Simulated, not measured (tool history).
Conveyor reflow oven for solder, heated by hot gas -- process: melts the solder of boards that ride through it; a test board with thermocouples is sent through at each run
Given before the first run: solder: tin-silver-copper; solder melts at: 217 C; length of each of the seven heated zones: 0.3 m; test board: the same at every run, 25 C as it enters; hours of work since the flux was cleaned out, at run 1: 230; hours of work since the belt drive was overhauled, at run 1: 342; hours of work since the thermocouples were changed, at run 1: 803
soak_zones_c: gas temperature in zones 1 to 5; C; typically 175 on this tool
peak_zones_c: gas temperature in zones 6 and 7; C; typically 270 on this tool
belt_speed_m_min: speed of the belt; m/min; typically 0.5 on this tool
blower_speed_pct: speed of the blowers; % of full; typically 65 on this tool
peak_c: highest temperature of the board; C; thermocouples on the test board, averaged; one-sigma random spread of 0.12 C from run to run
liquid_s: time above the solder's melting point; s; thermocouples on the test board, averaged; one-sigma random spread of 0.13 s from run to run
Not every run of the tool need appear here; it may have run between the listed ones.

| run | hour | soak_zones_c | peak_zones_c | belt_speed_m_min | blower_speed_pct | hours of work since the flux was cleaned out | hours of work since the belt drive was overhauled | hours of work since the thermocouples were changed | peak_c | liquid_s |
|---|---|---|---|---|---|---|---|---|---|---|
| 1 | 0 | 175 | 270 | 0.5 | 65 | 230 | 342 | 803 | 246.5 | 47.9 |
| 2 | 47.9 | 175 | 270 | 0.5 | 65 | 250 | 363 | 823 | 246.3 | 47.7 |
| 3 | 91.8 | 175 | 270 | 0.5 | 65 | 269 | 381 | 842 | 246.2 | 47.6 |
|  | 153.7 | thermocouples of zones 6 and 7 changed |
| 4 | 153.7 | 175 | 270 | 0.5 | 65 | 294 | 407 | 0 | 245.2 | 46.7 |
| 5 | 212.5 | 175 | 270 | 0.5 | 65 | 319 | 432 | 25 | 245 | 46.7 |
|  | 222.6 | flux residue cleaned out of gas plates and filters |
| 6 | 296.6 | 175 | 270 | 0.5 | 65 | 31 | 465 | 59 | 244.3 | 45.7 |
| 7 | 334.2 | 175 | 270 | 0.5 | 65 | 47 | 481 | 75 | 244.1 | 45.3 |
| 8 | 415.8 | 175 | 270 | 0.5 | 65 | 82 | 516 | 109 | 243.9 | 45.6 |
| 9 | 477.9 | 175 | 270 | 0.5 | 65 | 108 | 542 | 136 | 243.8 | 45.2 |
|  | 537.7 | flux residue cleaned out of gas plates and filters, once more |
| 10 | 570.7 | 189 | 270 | 0.5 | 65 | 14 | 580 | 173 | 250.3 | 57.3 |
| 11 | 638.4 | 175 | 270 | 0.536 | 65 | 43 | 608 | 202 | 244.1 | 43.1 |
| 12 | 682.6 | 175 | 270 | 0.536 | 65 | 62 | 627 | 220 | 244.3 | 42.6 |
| 13 | 744.4 | 175 | 270 | 0.536 | 65 | 88 | 653 | 247 | 244.4 | 42.7 |
| 14 | 834.1 | 175 | 270 | 0.536 | 65 | 126 | 692 | 285 | 243.8 | 42.5 |
| 15 | 918.3 | 174 | 270 | 0.536 | 65 | 162 | 727 | 321 | 243.6 | 41.8 |
| 16 | 970.6 | 160 | 259 | 0.412 | 80 | 184 | 750 | 343 | 245.3 | 56.4 |

What will run 17 give?
| 17 | 1030.7 | 175 | 270 | 0.5 | 63 | 209 | 775 | 368 | ? | ? |

Run 17 gave peak_c 245.8 C, liquid_s 47.5 s.
Take away the tool's hidden state, keep the run-to-run variation as it was, and the same run would have given peak_c 246.6 C, liquid_s 47.7 s.
